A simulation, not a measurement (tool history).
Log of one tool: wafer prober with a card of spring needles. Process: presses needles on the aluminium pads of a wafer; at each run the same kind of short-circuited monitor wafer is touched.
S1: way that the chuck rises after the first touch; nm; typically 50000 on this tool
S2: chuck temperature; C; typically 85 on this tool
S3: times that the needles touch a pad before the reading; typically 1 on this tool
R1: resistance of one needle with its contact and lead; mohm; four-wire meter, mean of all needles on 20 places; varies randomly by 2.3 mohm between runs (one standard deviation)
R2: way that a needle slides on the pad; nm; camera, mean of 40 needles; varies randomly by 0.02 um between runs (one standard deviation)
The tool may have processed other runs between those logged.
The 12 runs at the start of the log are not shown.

run	day	S1	S2	S3	R1	R2
# day 3.808: tips cleaned on abrasive film
# day 4.162: height of the first contact set anew
# day 4.188: tips cleaned on abrasive film
13	4.225	50000	60	1	254	6300
# day 4.571: tips cleaned on abrasive film
14	4.571	50000	47	1	247	6300
15	4.925	50000	47	1	250	6300
# day 4.958: tips cleaned on abrasive film
# day 5.338: tips cleaned on abrasive film
16	5.396	50000	85	1	261	6310
17	5.642	50000	85	1	266	6280
# day 5.712: tips cleaned on abrasive film
18	6.062	33000	71	2	266	4150
# day 6.1: tips cleaned on abrasive film
19	6.296	64000	85	2	256	8040
# day 6.475: tips cleaned on abrasive film
20	6.546	64000	85	2	257	8030
# day 6.867: tips cleaned on abrasive film
21	6.9	35000	85	2	269	4360
# day 7.254: tips cleaned on abrasive film
22	7.321	35000	85	2	271	4380
23	7.517	35000	85	2	272	4400
# day 7.625: tips cleaned on abrasive film
24	7.875	35000	85	2	268	4380
# day 7.996: tips cleaned on abrasive film
25	8.117	35000	85	2	271	4380
26	8.321	38000	44	1	255	4760
# day 8.362: tips cleaned on abrasive film
27	8.621	38000	44	1	256	4760
# day 8.733: tips cleaned on abrasive film
28	8.879	38000	44	1	254	4750
# day 9.125: tips cleaned on abrasive film
29	9.308	66000	119	1	260	8230
# day 9.492: tips cleaned on abrasive film
30	9.508	66000	119	1	261	8260
31	9.708	66000	119	1	265	8190
# day 9.862: tips cleaned on abrasive film
32	10.138	66000	30	2	241	8190
# day 10.238: tips cleaned on abrasive film
33	10.567	36000	85	2	276	4480
# day 10.608: tips cleaned on abrasive film
# day 10.879: gauge calibrated
34	10.888	30000	63	1	270	3840

Branching from run 34: 3 alternative next runs. What would each branch give?
# day 10.988: tips cleaned on abrasive film
A	11.15	35000	57	1	?	?
# day 10.988: tips cleaned on abrasive film
B	11.15	30000	31	1	?	?
# day 10.988: tips cleaned on abrasive film
C	11.15	42000	50	3	?	?

run	R1	R2
A	260	4450
B	257	3830
C	258	5350
Stripped of hidden state, with their random variation kept, the same runs would have yielded:
run	R1	R2
A	260	4460
B	256	3830
C	258	5360
